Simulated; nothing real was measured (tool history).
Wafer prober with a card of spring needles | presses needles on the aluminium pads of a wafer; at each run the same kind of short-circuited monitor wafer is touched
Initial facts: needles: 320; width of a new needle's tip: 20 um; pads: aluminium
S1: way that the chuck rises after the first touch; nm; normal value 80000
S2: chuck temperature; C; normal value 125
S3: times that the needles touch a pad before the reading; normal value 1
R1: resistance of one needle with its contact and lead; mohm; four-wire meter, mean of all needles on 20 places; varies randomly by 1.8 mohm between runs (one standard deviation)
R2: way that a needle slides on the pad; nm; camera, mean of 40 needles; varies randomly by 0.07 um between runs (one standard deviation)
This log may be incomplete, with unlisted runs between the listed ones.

run 1 day=0.000 | S1=80000 S2=125 S3=1 | R1=194 R2=18750
-- day=0.117 tips cleaned on abrasive film
-- day=0.312 tips cleaned on abrasive film
-- day=0.508 tips cleaned on abrasive film
-- day=0.700 tips cleaned on abrasive film
run 2 day=0.800 | S1=80000 S2=57 S3=1 | R1=191 R2=18820
-- day=0.879 tips cleaned on abrasive film
-- day=1.038 tips cleaned on abrasive film
-- day=1.229 tips cleaned on abrasive film
-- day=1.388 tips cleaned on abrasive film
-- day=1.583 tips cleaned on abrasive film
-- day=1.738 tips cleaned on abrasive film
run 3 day=1.792 | S1=80000 S2=57 S3=1 | R1=184 R2=18450
-- day=1.908 tips cleaned on abrasive film
-- day=2.067 tips cleaned on abrasive film
-- day=2.262 tips cleaned on abrasive film
-- day=2.454 tips cleaned on abrasive film
run 4 day=2.600 | S1=80000 S2=57 S3=1 | R1=195 R2=18450
-- day=2.642 tips cleaned on abrasive film
-- day=2.800 tips cleaned on abrasive film
-- day=2.996 tips cleaned on abrasive film
-- day=3.150 tips cleaned on abrasive film
-- day=3.192 tips cleaned on abrasive film, once more
run 5 day=3.283 | S1=80000 S2=57 S3=1 | R1=189 R2=18400
-- day=3.362 tips cleaned on abrasive film
-- day=3.558 tips cleaned on abrasive film
-- day=3.754 tips cleaned on abrasive film
-- day=3.908 tips cleaned on abrasive film
-- day=4.067 tips cleaned on abrasive film
-- day=4.258 tips cleaned on abrasive film
run 6 day=4.283 | S1=80000 S2=57 S3=1 | R1=181 R2=18300
-- day=4.442 tips cleaned on abrasive film
-- day=4.633 tips cleaned on abrasive film
-- day=4.829 tips cleaned on abrasive film
run 7 day=4.971 | S1=80000 S2=57 S3=1 | R1=199 R2=18180
-- day=5.012 tips cleaned on abrasive film
-- day=5.167 tips cleaned on abrasive film
-- day=5.362 tips cleaned on abrasive film
-- day=5.558 tips cleaned on abrasive film
-- day=5.750 tips cleaned on abrasive film
run 8 day=5.838 | S1=80000 S2=29 S3=1 | R1=189 R2=18100
-- day=5.917 tips cleaned on abrasive film
-- day=6.112 tips cleaned on abrasive film
-- day=6.304 tips cleaned on abrasive film
-- day=6.500 tips cleaned on abrasive film
-- day=6.588 height of the first contact set anew
-- day=6.708 tips cleaned on abrasive film
-- day=6.875 tips cleaned on abrasive film
run 9 day=6.875 | S1=80000 S2=29 S3=1 | R1=170 R2=18740
-- day=7.071 tips cleaned on abrasive film
-- day=7.267 tips cleaned on abrasive film
-- day=7.421 tips cleaned on abrasive film
-- day=7.579 tips cleaned on abrasive film
run 10 day=7.621 | S1=80000 S2=125 S3=1 | R1=198 R2=18680
-- day=7.738 tips cleaned on abrasive film
-- day=7.896 tips cleaned on abrasive film
-- day=8.088 tips cleaned on abrasive film
-- day=8.246 tips cleaned on abrasive film
-- day=8.438 tips cleaned on abrasive film
run 11 day=8.488 | S1=80000 S2=125 S3=1 | R1=197 R2=18640
-- day=8.604 tips cleaned on abrasive film
-- day=8.758 tips cleaned on abrasive film
-- day=8.954 tips cleaned on abrasive film
-- day=9.112 tips cleaned on abrasive film
run 12 day=9.129 | S1=80000 S2=73 S3=1 | R1=183 R2=18560
-- day=9.283 tips cleaned on abrasive film
-- day=9.479 tips cleaned on abrasive film
-- day=9.633 tips cleaned on abrasive film
run 13 day=9.783 | S1=76000 S2=109 S3=1 | R1=213 R2=17500
-- day=9.825 tips cleaned on abrasive film
-- day=10.021 tips cleaned on abrasive film
-- day=10.217 tips cleaned on abrasive film
-- day=10.408 tips cleaned on abrasive film
-- day=10.604 tips cleaned on abrasive film
run 14 day=10.696 | S1=76000 S2=109 S3=1 | R1=205 R2=17450
-- day=10.775 tips cleaned on abrasive film
-- day=10.971 tips cleaned on abrasive film
-- day=11.129 tips cleaned on abrasive film
-- day=11.321 tips cleaned on abrasive film
-- day=11.479 tips cleaned on abrasive film
-- day=11.671 tips cleaned on abrasive film
-- day=11.850 tips cleaned on abrasive film
run 15 day=11.850 | S1=83000 S2=28 S3=3 | R1=171 R2=18860
-- day=12.046 tips cleaned on abrasive film
-- day=12.238 tips cleaned on abrasive film
-- day=12.433 tips cleaned on abrasive film
-- day=12.629 tips cleaned on abrasive film
-- day=12.821 tips cleaned on abrasive film
run 16 day=12.867 | S1=80000 S2=107 S3=2 | R1=192 R2=18100
-- day=12.983 tips cleaned on abrasive film
-- day=13.142 tips cleaned on abrasive film
-- day=13.338 tips cleaned on abrasive film
-- day=13.492 tips cleaned on abrasive film
run 17 day=13.608 | S1=81000 S2=81 S3=2 | R1=194 R2=18250
-- day=13.650 tips cleaned on abrasive film
-- day=13.738 height of the first contact set anew
-- day=13.817 tips cleaned on abrasive film
-- day=14.012 tips cleaned on abrasive film
-- day=14.208 tips cleaned on abrasive film
run 18 day=14.242 | S1=81000 S2=81 S3=1 | R1=187 R2=19000
-- day=14.396 tips cleaned on abrasive film
-- day=14.592 tips cleaned on abrasive film
-- day=14.788 tips cleaned on abrasive film
-- day=14.979 tips cleaned on abrasive film
-- day=15.138 tips cleaned on abrasive film
run 19 day=15.183 | S1=81000 S2=81 S3=1 | R1=189 R2=18880
-- day=15.304 tips cleaned on abrasive film
-- day=15.458 tips cleaned on abrasive film
-- day=15.654 tips cleaned on abrasive film
-- day=15.850 tips cleaned on abrasive film
run 20 day=15.950 | S1=81000 S2=81 S3=1 | R1=198 R2=18750
-- day=16.029 tips cleaned on abrasive film
-- day=16.221 tips cleaned on abrasive film
-- day=16.379 tips cleaned on abrasive film
run 21 day=16.450 | S1=77000 S2=81 S3=1 | R1=201 R2=17660
-- day=16.567 tips cleaned on abrasive film
-- day=16.762 tips cleaned on abrasive film
-- day=16.921 tips cleaned on abrasive film
-- day=17.112 tips cleaned on abrasive film
run 22 day=17.221 | S1=77000 S2=81 S3=1 | R1=199 R2=17700
-- day=17.300 tips cleaned on abrasive film
-- day=17.496 tips cleaned on abrasive film
-- day=17.688 tips cleaned on abrasive film
-- day=17.883 tips cleaned on abrasive film
-- day=18.079 tips cleaned on abrasive film
-- day=18.258 tips cleaned on abrasive film
run 23 day=18.258 | S1=77000 S2=81 S3=2 | R1=184 R2=17610

Here are 5 independent what-if runs from the current tool condition. What would each one return?
-- day=18.454 tips cleaned on abrasive film
-- day=18.646 tips cleaned on abrasive film
-- day=18.842 tips cleaned on abrasive film
-- day=19.038 tips cleaned on abrasive film
-- day=19.229 tips cleaned on abrasive film
-- day=19.388 tips cleaned on abrasive film
run A day=19.388 | S1=77000 S2=78 S3=2 | R1=? R2=?
-- day=18.454 tips cleaned on abrasive film
-- day=18.646 tips cleaned on abrasive film
-- day=18.842 tips cleaned on abrasive film
-- day=19.038 tips cleaned on abrasive film
-- day=19.229 tips cleaned on abrasive film
-- day=19.388 tips cleaned on abrasive film
run B day=19.388 | S1=80000 S2=30 S3=1 | R1=? R2=?
-- day=18.454 tips cleaned on abrasive film
-- day=18.646 tips cleaned on abrasive film
-- day=18.842 tips cleaned on abrasive film
-- day=19.038 tips cleaned on abrasive film
-- day=19.229 tips cleaned on abrasive film
-- day=19.388 tips cleaned on abrasive film
run C day=19.388 | S1=93000 S2=66 S3=2 | R1=? R2=?
-- day=18.454 tips cleaned on abrasive film
-- day=18.646 tips cleaned on abrasive film
-- day=18.842 tips cleaned on abrasive film
-- day=19.038 tips cleaned on abrasive film
-- day=19.229 tips cleaned on abrasive film
-- day=19.388 tips cleaned on abrasive film
run D day=19.388 | S1=80000 S2=125 S3=2 | R1=? R2=?
-- day=18.454 tips cleaned on abrasive film
-- day=18.646 tips cleaned on abrasive film
-- day=18.842 tips cleaned on abrasive film
-- day=19.038 tips cleaned on abrasive film
-- day=19.229 tips cleaned on abrasive film
-- day=19.388 tips cleaned on abrasive film
run E day=19.388 | S1=66000 S2=27 S3=1 | R1=? R2=?

run=A R1=182 R2=17410
run=B R1=175 R2=18220
run=C R1=179 R2=21190
run=D R1=191 R2=18060
run=E R1=179 R2=14830
Without the tool's unlogged condition, the same runs would have read:
run=A R1=177 R2=18140
run=B R1=170 R2=18950
run=C R1=175 R2=21920
run=D R1=186 R2=18790
run=E R1=172 R2=15550
